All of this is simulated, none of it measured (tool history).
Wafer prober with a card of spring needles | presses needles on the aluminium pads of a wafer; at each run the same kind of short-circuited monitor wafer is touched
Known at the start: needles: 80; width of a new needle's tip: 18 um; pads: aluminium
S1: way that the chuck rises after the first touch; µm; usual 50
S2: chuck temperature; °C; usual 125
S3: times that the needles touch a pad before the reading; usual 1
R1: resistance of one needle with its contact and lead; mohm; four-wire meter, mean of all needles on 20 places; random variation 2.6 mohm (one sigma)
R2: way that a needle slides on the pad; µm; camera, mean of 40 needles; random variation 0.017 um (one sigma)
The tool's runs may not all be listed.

run	hour	S1	S2	S3	R1	R2
1	0	50	125	1	299	9.85
# hour 7.9: tips cleaned on abrasive film
# hour 17.8: tips cleaned on abrasive film
# hour 27.7: tips cleaned on abrasive film
# hour 37.6: tips cleaned on abrasive film
# hour 47.5: tips cleaned on abrasive film
# hour 57.3: tips cleaned on abrasive film
2	63.7	32	125	1	322	6.3
# hour 65.8: tips cleaned on abrasive film
# hour 75.7: tips cleaned on abrasive film
# hour 83.6: tips cleaned on abrasive film
# hour 93.5: tips cleaned on abrasive film
# hour 103.4: tips cleaned on abrasive film
# hour 103.7: height of the first contact set anew
# hour 111.6: tips cleaned on abrasive film
# hour 121.5: tips cleaned on abrasive film
3	125.1	32	125	1	321	6.32
# hour 131.1: tips cleaned on abrasive film
# hour 141: tips cleaned on abrasive film
# hour 150.8: tips cleaned on abrasive film
4	158.5	50	60	1	284	9.89
# hour 160.6: tips cleaned on abrasive film
# hour 170.4: tips cleaned on abrasive film
# hour 180.3: tips cleaned on abrasive film
# hour 190.2: tips cleaned on abrasive film
# hour 200.1: tips cleaned on abrasive film
# hour 206.3: height of the first contact set anew
# hour 210.3: tips cleaned on abrasive film
5	211	50	125	1	309	9.9
# hour 218.9: tips cleaned on abrasive film
# hour 226.9: tips cleaned on abrasive film
# hour 236.7: tips cleaned on abrasive film
# hour 246.6: tips cleaned on abrasive film
# hour 256.5: tips cleaned on abrasive film
6	258.3	50	125	1	301	9.89
# hour 266.3: tips cleaned on abrasive film
# hour 276.1: tips cleaned on abrasive film
# hour 286: tips cleaned on abrasive film
# hour 294: tips cleaned on abrasive film
# hour 303.8: tips cleaned on abrasive film
7	304.5	50	125	2	303	9.94
# hour 308.7: height of the first contact set anew
# hour 312.7: tips cleaned on abrasive film
# hour 322.6: tips cleaned on abrasive film
# hour 332.5: tips cleaned on abrasive film
# hour 342.4: tips cleaned on abrasive film
# hour 352.3: tips cleaned on abrasive film
8	358.3	49	125	1	306	9.77
# hour 360.4: tips cleaned on abrasive film
# hour 368.3: tips cleaned on abrasive film
# hour 378.2: tips cleaned on abrasive film
# hour 386.1: tips cleaned on abrasive film
# hour 396: tips cleaned on abrasive film
9	400	66	125	1	300	13.16
# hour 404: tips cleaned on abrasive film
# hour 412.2: height of the first contact set anew
# hour 414.2: tips cleaned on abrasive film
# hour 424.1: tips cleaned on abrasive film
# hour 432: tips cleaned on abrasive film
# hour 441.9: tips cleaned on abrasive film
# hour 451.8: tips cleaned on abrasive film
10	453.6	66	125	1	296	13.13
# hour 461.5: tips cleaned on abrasive film
# hour 471.4: tips cleaned on abrasive film
# hour 479.3: tips cleaned on abrasive film
# hour 489.2: tips cleaned on abrasive film
# hour 499.1: tips cleaned on abrasive film
# hour 509: tips cleaned on abrasive film
# hour 515.1: height of the first contact set anew
# hour 519.1: tips cleaned on abrasive film
11	519.1	66	125	1	294	13.13
# hour 529: tips cleaned on abrasive film
# hour 538.9: tips cleaned on abrasive film
# hour 548.8: tips cleaned on abrasive film
# hour 556.7: tips cleaned on abrasive film
# hour 566.6: tips cleaned on abrasive film
12	567.2	66	125	1	298	13.18
# hour 575.1: tips cleaned on abrasive film
# hour 585: tips cleaned on abrasive film
# hour 594.7: tips cleaned on abrasive film
13	594.7	50	125	1	304	10.02
# hour 604.6: tips cleaned on abrasive film
# hour 614.5: tips cleaned on abrasive film
# hour 618.7: height of the first contact set anew
# hour 624.7: tips cleaned on abrasive film
# hour 634.6: tips cleaned on abrasive film
# hour 642.5: tips cleaned on abrasive film
# hour 651: tips cleaned on abrasive film
14	651	37	85	1	300	7.37
# hour 658.9: tips cleaned on abrasive film
# hour 668.8: tips cleaned on abrasive film
# hour 678.7: tips cleaned on abrasive film
# hour 688.5: tips cleaned on abrasive film
# hour 698.4: tips cleaned on abrasive film
15	700.1	47	30	1	281	9.41
# hour 708: tips cleaned on abrasive film
# hour 717.9: tips cleaned on abrasive film
# hour 722.1: height of the first contact set anew
# hour 728.1: tips cleaned on abrasive film
# hour 736: tips cleaned on abrasive film
# hour 745.9: tips cleaned on abrasive film
# hour 755.8: tips cleaned on abrasive film
16	757.3	47	30	1	274	9.46
# hour 765.2: tips cleaned on abrasive film
# hour 775.1: tips cleaned on abrasive film
# hour 785: tips cleaned on abrasive film
# hour 794.9: tips cleaned on abrasive film
17	800.1	50	71	1	286	10.04
# hour 804.1: tips cleaned on abrasive film
# hour 814: tips cleaned on abrasive film
# hour 822: tips cleaned on abrasive film
# hour 824.2: height of the first contact set anew
# hour 832.1: tips cleaned on abrasive film
# hour 842: tips cleaned on abrasive film
# hour 851.9: tips cleaned on abrasive film
18	856.7	50	103	1	297	10.05
# hour 860.7: tips cleaned on abrasive film
# hour 870.6: tips cleaned on abrasive film
# hour 880.5: tips cleaned on abrasive film
# hour 890.3: tips cleaned on abrasive film
# hour 898.3: tips cleaned on abrasive film
# hour 908.2: tips cleaned on abrasive film
# hour 918: tips cleaned on abrasive film
19	918.8	50	103	1	295	10.04
# hour 926.7: tips cleaned on abrasive film
# hour 927: height of the first contact set anew
# hour 936.9: tips cleaned on abrasive film
# hour 946.8: tips cleaned on abrasive film
# hour 952.7: gauge calibrated
# hour 956.7: tips cleaned on abrasive film
# hour 966.6: tips cleaned on abrasive film
20	969.8	34	125	3	315	6.72
# hour 975.7: tips cleaned on abrasive film
# hour 985.6: tips cleaned on abrasive film
# hour 995.5: tips cleaned on abrasive film
21	998.3	61	45	3	274	12.02
# hour 1004.3: tips cleaned on abrasive film
# hour 1012.2: tips cleaned on abrasive film
# hour 1022.1: tips cleaned on abrasive film
# hour 1030.2: height of the first contact set anew
# hour 1032.3: tips cleaned on abrasive film
# hour 1042.2: tips cleaned on abrasive film
# hour 1052.1: tips cleaned on abrasive film
22	1054.9	61	45	3	276	12.08
# hour 1060.9: tips cleaned on abrasive film
# hour 1070.8: tips cleaned on abrasive film
# hour 1080.6: tips cleaned on abrasive film
# hour 1090.5: tips cleaned on abrasive film
23	1090.6	61	45	3	273	12.07
# hour 1098.5: tips cleaned on abrasive film
# hour 1108.4: tips cleaned on abrasive film
# hour 1118.3: tips cleaned on abrasive film
# hour 1128.2: tips cleaned on abrasive film
# hour 1132.4: height of the first contact set anew
# hour 1138.4: tips cleaned on abrasive film
# hour 1148.3: tips cleaned on abrasive film
24	1152.3	61	45	3	272	12.08

3 ways to go on from here, each from the tool as it stands after run 24. What would each give?
# hour 1156.3: tips cleaned on abrasive film
# hour 1166.2: tips cleaned on abrasive film
# hour 1176: tips cleaned on abrasive film
# hour 1185.9: tips cleaned on abrasive film
# hour 1193.9: tips cleaned on abrasive film
A	1194.4	52	125	2	?	?
# hour 1156.3: tips cleaned on abrasive film
# hour 1166.2: tips cleaned on abrasive film
# hour 1176: tips cleaned on abrasive film
# hour 1185.9: tips cleaned on abrasive film
# hour 1193.9: tips cleaned on abrasive film
B	1194.4	55	48	2	?	?
# hour 1156.3: tips cleaned on abrasive film
# hour 1166.2: tips cleaned on abrasive film
# hour 1176: tips cleaned on abrasive film
# hour 1185.9: tips cleaned on abrasive film
# hour 1193.9: tips cleaned on abrasive film
C	1194.4	37	72	1	?	?

run	R1	R2
A	301	10.32
B	277	10.88
C	296	7.31
Without the tool's hidden state the same runs would have given:
run	R1	R2
A	301	10.25
B	277	10.82
C	296	7.26
